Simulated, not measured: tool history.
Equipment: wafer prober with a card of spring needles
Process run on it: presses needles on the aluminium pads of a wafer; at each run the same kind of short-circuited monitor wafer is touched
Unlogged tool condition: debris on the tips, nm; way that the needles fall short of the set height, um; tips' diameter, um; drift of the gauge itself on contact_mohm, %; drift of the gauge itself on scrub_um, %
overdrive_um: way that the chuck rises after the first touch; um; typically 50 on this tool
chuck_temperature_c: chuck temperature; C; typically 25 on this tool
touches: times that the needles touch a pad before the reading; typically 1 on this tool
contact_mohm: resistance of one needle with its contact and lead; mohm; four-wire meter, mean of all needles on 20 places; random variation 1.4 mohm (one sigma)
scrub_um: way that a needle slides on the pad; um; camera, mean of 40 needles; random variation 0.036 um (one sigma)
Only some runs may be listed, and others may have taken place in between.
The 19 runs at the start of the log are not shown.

run,hour,overdrive_um,chuck_temperature_c,touches,touches since the tips were cleaned,cleanings since the card got new needles,touches since the first contact's height was set,contact_mohm,scrub_um
# hour 561.5: tips cleaned on abrasive film
# hour 588.1: tips cleaned on abrasive film
20,597.7,39,55,1,3088,51,21488,134,6.25
# hour 615.5: tips cleaned on abrasive film
21,631.9,39,55,1,5252,52,32414,137,6.32
# hour 641.8: tips cleaned on abrasive film
# hour 669.9: tips cleaned on abrasive film
22,673.2,39,55,1,1086,54,45593,138,6.27
# hour 698.8: tips cleaned on abrasive film
23,712.7,39,64,3,4459,55,58203,139,6.28
# hour 726.3: tips cleaned on abrasive film
24,736.3,39,64,3,3219,56,65745,136,6.3
# hour 753.5: tips cleaned on abrasive film
25,757.8,54,64,3,1370,57,72587,132,8.62
# hour 780.8: tips cleaned on abrasive film
26,784.9,54,64,3,1335,58,81264,135,8.65
# hour 807.3: tips cleaned on abrasive film
27,809.2,50,26,1,604,59,89006,127,8.02
28,828.9,30,33,2,6921,59,95323,136,4.76
# hour 834.5: tips cleaned on abrasive film
# hour 860.7: tips cleaned on abrasive film
29,861.6,30,33,2,281,61,105740,137,4.82
# hour 888.3: tips cleaned on abrasive film
30,890,69,25,1,531,62,114799,123,10.99

5 options for the next run, each taken on its own from the tool as it stands now. Forecast them:
A,911.4,34,30,2,7407,62,121675,?,?
B,911.4,43,49,2,7407,62,121675,?,?
C,911.4,31,56,2,7407,62,121675,?,?
D,911.4,31,120,1,7407,62,121675,?,?
E,911.4,69,33,1,7407,62,121675,?,?

run,contact_mohm,scrub_um
A,133,5.42
B,132,6.85
C,140,4.95
D,153,4.9
E,124,10.97
Take away the tool's hidden state, keep each run's random variation, and the runs would have read:
run,contact_mohm,scrub_um
A,132,5.56
B,132,7.04
C,140,5.08
D,153,5.03
E,124,11.27

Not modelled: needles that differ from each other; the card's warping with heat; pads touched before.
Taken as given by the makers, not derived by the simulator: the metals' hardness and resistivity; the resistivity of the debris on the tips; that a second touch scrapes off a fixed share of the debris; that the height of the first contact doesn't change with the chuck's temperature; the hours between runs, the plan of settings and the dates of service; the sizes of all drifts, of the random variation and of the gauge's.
